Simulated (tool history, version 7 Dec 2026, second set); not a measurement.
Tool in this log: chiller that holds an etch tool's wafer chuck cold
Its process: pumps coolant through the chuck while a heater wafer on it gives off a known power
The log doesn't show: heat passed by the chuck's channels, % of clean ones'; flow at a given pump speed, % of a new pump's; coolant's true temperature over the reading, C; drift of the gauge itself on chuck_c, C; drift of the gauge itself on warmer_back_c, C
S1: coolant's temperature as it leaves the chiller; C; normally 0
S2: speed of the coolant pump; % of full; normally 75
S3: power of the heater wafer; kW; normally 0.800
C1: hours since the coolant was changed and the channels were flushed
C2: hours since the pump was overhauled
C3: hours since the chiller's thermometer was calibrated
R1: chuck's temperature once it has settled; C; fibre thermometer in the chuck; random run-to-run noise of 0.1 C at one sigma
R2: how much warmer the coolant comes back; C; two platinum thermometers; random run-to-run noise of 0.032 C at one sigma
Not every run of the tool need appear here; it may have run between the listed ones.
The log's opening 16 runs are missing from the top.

run	hour	S1	S2	S3	C1	C2	C3	R1	R2
17	475.7	0	84	0.800	679	1105	76	5.9	3.39
18	506.2	0	84	0.800	709	1136	106	5.8	3.41
19	540.2	-7	82	0.729	743	1170	140	-1.7	3.20
20	568.3	-7	82	0.729	772	1198	168	-1.6	3.19
21	599.6	0	83	0.945	803	1229	200	6.9	4.12
22	620.7	-3	94	1.043	824	1251	221	4.0	4.03
23	653.9	-9	92	0.639	857	1284	254	-4.7	2.50
24	673.9	-9	92	0.639	877	1304	274	-4.7	2.56
25	708.7	-6	93	0.434	912	1339	309	-3.0	1.74
26	738.3	6	75	0.441	942	1368	338	9.6	2.09
27	772.0	-3	75	0.800	975	1402	372	3.4	3.88
28	800.8	-3	75	0.800	1004	1431	401	3.5	3.85
29	826.3	7	92	0.800	1030	1456	426	12.5	3.24
30	850.1	7	92	0.800	1053	1480	450	12.4	3.19
31	886.8	7	92	0.800	1090	1517	487	12.6	3.16
32	921.9	1	90	1.083	1125	1552	522	8.5	4.45
33	946.7	0	82	0.800	1150	1577	547	6.0	3.57

Branching from run 33: 3 alternative next runs. What would each branch give?
A	973.4	0	81	0.800	1177	1603	573	?	?
B	973.4	-5	98	1.101	1177	1603	573	?	?
C	973.4	-5	75	0.800	1177	1603	573	?	?

run	R1	R2
A	6.0	3.64
B	2.2	4.10
C	1.6	3.93
With no hidden state in the tool, these same runs would have given:
run	R1	R2
A	5.5	3.42
B	1.6	3.84
C	1.1	3.68

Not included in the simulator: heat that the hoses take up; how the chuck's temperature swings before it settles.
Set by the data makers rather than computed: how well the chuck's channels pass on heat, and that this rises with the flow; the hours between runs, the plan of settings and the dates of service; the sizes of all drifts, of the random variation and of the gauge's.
